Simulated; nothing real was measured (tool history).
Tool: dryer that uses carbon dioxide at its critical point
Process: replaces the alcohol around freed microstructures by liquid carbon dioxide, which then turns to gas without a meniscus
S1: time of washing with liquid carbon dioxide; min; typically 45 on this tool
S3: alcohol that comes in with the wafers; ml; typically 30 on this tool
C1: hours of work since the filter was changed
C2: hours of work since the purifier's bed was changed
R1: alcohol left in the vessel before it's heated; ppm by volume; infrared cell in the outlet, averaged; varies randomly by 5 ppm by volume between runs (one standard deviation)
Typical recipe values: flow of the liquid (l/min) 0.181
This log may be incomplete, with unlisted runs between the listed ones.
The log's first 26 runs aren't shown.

{"run": 27, "hour": 253.5, "S1": 51, "flow of the liquid (l/min)": 0.141, "S3": 74, "C1": 174, "C2": 202, "R1": 190}
{"run": 28, "hour": 267.3, "S1": 45, "flow of the liquid (l/min)": 0.197, "S3": 30, "C1": 183, "C2": 211, "R1": 41}
{"run": 29, "hour": 279.8, "S1": 45, "flow of the liquid (l/min)": 0.207, "S3": 62, "C1": 191, "C2": 220, "R1": 43}
{"run": 30, "hour": 288.1, "S1": 45, "flow of the liquid (l/min)": 0.207, "S3": 62, "C1": 197, "C2": 225, "R1": 45}
{"run": 31, "hour": 298.2, "S1": 34, "flow of the liquid (l/min)": 0.136, "S3": 48, "C1": 204, "C2": 232, "R1": 984}
{"run": 32, "hour": 310.0, "S1": 72, "flow of the liquid (l/min)": 0.181, "S3": 89, "C1": 212, "C2": 240, "R1": 26}
{"run": 33, "hour": 321.8, "S1": 29, "flow of the liquid (l/min)": 0.181, "S3": 30, "C1": 220, "C2": 248, "R1": 406}
{"run": 34, "hour": 333.6, "S1": 66, "flow of the liquid (l/min)": 0.246, "S3": 37, "C1": 228, "C2": 256, "R1": 28}
{"run": 35, "hour": 347.2, "S1": 51, "flow of the liquid (l/min)": 0.276, "S3": 116, "C1": 237, "C2": 265, "R1": 35}
{"run": 36, "hour": 355.2, "S1": 45, "flow of the liquid (l/min)": 0.126, "S3": 60, "C1": 242, "C2": 270, "R1": 549}
{"run": 37, "hour": 365.8, "S1": 54, "flow of the liquid (l/min)": 0.281, "S3": 30, "C1": 249, "C2": 277, "R1": 25}
{"run": 38, "hour": 371.9, "S1": 54, "flow of the liquid (l/min)": 0.281, "S3": 30, "C1": 253, "C2": 281, "R1": 33}
{"run": 39, "hour": 383.0, "S1": 54, "flow of the liquid (l/min)": 0.281, "S3": 30, "C1": 261, "C2": 289, "R1": 30}
{"run": 40, "hour": 394.7, "S1": 54, "flow of the liquid (l/min)": 0.132, "S3": 21, "C1": 269, "C2": 297, "R1": 85}
{"run": 41, "hour": 400.4, "S1": 54, "flow of the liquid (l/min)": 0.132, "S3": 21, "C1": 272, "C2": 301, "R1": 79}
{"run": 42, "hour": 414.3, "S1": 43, "flow of the liquid (l/min)": 0.164, "S3": 54, "C1": 282, "C2": 310, "R1": 173}
{"run": 43, "hour": 424.0, "S1": 40, "flow of the liquid (l/min)": 0.164, "S3": 37, "C1": 288, "C2": 316, "R1": 174}
{"run": 44, "hour": 437.8, "S1": 44, "flow of the liquid (l/min)": 0.144, "S3": 34, "C1": 298, "C2": 326, "R1": 211}
{"run": 45, "hour": 443.8, "S1": 44, "flow of the liquid (l/min)": 0.144, "S3": 34, "C1": 302, "C2": 330, "R1": 211}
{"run": 46, "hour": 457.1, "S1": 45, "flow of the liquid (l/min)": 0.301, "S3": 30, "C1": 311, "C2": 339, "R1": 38}
{"run": 47, "hour": 465.8, "S1": 40, "flow of the liquid (l/min)": 0.301, "S3": 30, "C1": 316, "C2": 344, "R1": 27}

Below are 3 alternative next runs, each starting from the tool's condition after run 47. Predict each:
{"run": "A", "hour": 478.0, "S1": 29, "flow of the liquid (l/min)": 0.301, "S3": 30, "C1": 325, "C2": 353, "R1": "?"}
{"run": "B", "hour": 478.0, "S1": 45, "flow of the liquid (l/min)": 0.181, "S3": 26, "C1": 325, "C2": 353, "R1": "?"}
{"run": "C", "hour": 478.0, "S1": 67, "flow of the liquid (l/min)": 0.173, "S3": 70, "C1": 325, "C2": 353, "R1": "?"}

run=A R1=64
run=B R1=68
run=C R1=38
The same runs, with their run-to-run variation unchanged, on a tool lacking any hidden condition would have given:
run=A R1=25
run=B R1=27
run=C R1=6

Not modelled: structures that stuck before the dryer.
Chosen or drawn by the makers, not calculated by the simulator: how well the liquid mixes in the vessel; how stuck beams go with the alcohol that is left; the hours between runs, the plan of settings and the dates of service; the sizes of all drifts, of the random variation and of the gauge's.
